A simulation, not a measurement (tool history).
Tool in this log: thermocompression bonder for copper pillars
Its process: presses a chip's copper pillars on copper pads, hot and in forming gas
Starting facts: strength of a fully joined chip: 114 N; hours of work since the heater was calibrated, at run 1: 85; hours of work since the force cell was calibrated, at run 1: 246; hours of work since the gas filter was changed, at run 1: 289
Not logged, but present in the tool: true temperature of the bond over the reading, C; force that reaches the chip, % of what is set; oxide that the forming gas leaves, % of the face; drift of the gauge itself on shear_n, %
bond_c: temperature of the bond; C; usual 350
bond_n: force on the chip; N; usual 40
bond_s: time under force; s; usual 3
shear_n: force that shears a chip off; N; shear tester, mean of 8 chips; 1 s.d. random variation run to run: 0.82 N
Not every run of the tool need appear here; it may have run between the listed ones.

| run | hour | bond_c | bond_n | bond_s | hours of work since the heater was calibrated | hours of work since the force cell was calibrated | hours of work since the gas filter was changed | shear_n |
|---|---|---|---|---|---|---|---|---|
| 1 | 0 | 350 | 40 | 3 | 85 | 246 | 289 | 59.5 |
| 2 | 33.4 | 331 | 40 | 3 | 100 | 261 | 304 | 52.6 |
| 3 | 67.7 | 350 | 40 | 2 | 115 | 276 | 319 | 51.6 |
|  | 79.6 | forming gas filter changed |
| 4 | 92.1 | 350 | 40 | 2 | 126 | 287 | 6 | 55.9 |
| 5 | 119.4 | 350 | 40 | 2 | 138 | 299 | 18 | 58.2 |
| 6 | 142 | 350 | 40 | 3 | 148 | 309 | 28 | 65.6 |
| 7 | 169.4 | 342 | 40 | 3 | 160 | 322 | 40 | 61.6 |
| 8 | 195.2 | 325 | 40 | 3 | 171 | 333 | 51 | 55.2 |
| 9 | 227 | 350 | 40 | 3 | 186 | 347 | 66 | 64.3 |
| 10 | 263.6 | 350 | 40 | 3 | 202 | 363 | 82 | 64.1 |
| 11 | 285.4 | 350 | 40 | 3 | 212 | 373 | 92 | 64.5 |
| 12 | 322 | 350 | 40 | 3 | 228 | 389 | 108 | 62.9 |
| 13 | 352.8 | 350 | 40 | 5 | 242 | 403 | 122 | 73.8 |
| 14 | 378.7 | 350 | 40 | 4 | 253 | 415 | 133 | 69.2 |
|  | 383.8 | heater calibrated with a thermocouple chip |
| 15 | 396.4 | 350 | 28 | 3 | 6 | 422 | 140 | 49.1 |
| 16 | 414.8 | 350 | 28 | 3 | 14 | 430 | 148 | 47.5 |
|  | 444.2 | heater calibrated with a thermocouple chip, once more |
| 17 | 446 | 350 | 28 | 3 | 1 | 443 | 161 | 50.4 |
| 18 | 475.7 | 350 | 39 | 3 | 14 | 456 | 175 | 63.4 |
| 19 | 492.6 | 350 | 39 | 3 | 22 | 464 | 182 | 63.2 |
| 20 | 524.5 | 350 | 40 | 3 | 36 | 478 | 196 | 63.7 |
| 21 | 546.5 | 327 | 40 | 3 | 46 | 488 | 206 | 54.6 |
| 22 | 564 | 327 | 40 | 3 | 53 | 495 | 214 | 54.9 |
| 23 | 589.2 | 367 | 40 | 2 | 65 | 507 | 225 | 61.1 |
| 24 | 610.8 | 324 | 34 | 3 | 74 | 516 | 235 | 46.4 |
| 25 | 632.4 | 324 | 34 | 3 | 84 | 526 | 244 | 47.7 |
| 26 | 653.2 | 334 | 31 | 4 | 93 | 535 | 254 | 51.1 |

Run 27 is up next; what results do you expect?
| 27 | 680.8 | 343 | 40 | 3 | 105 | 547 | 266 | ? |

shear_n: 60.8 N
Without the tool's hidden state the same run would have given shear_n 64.2 N.
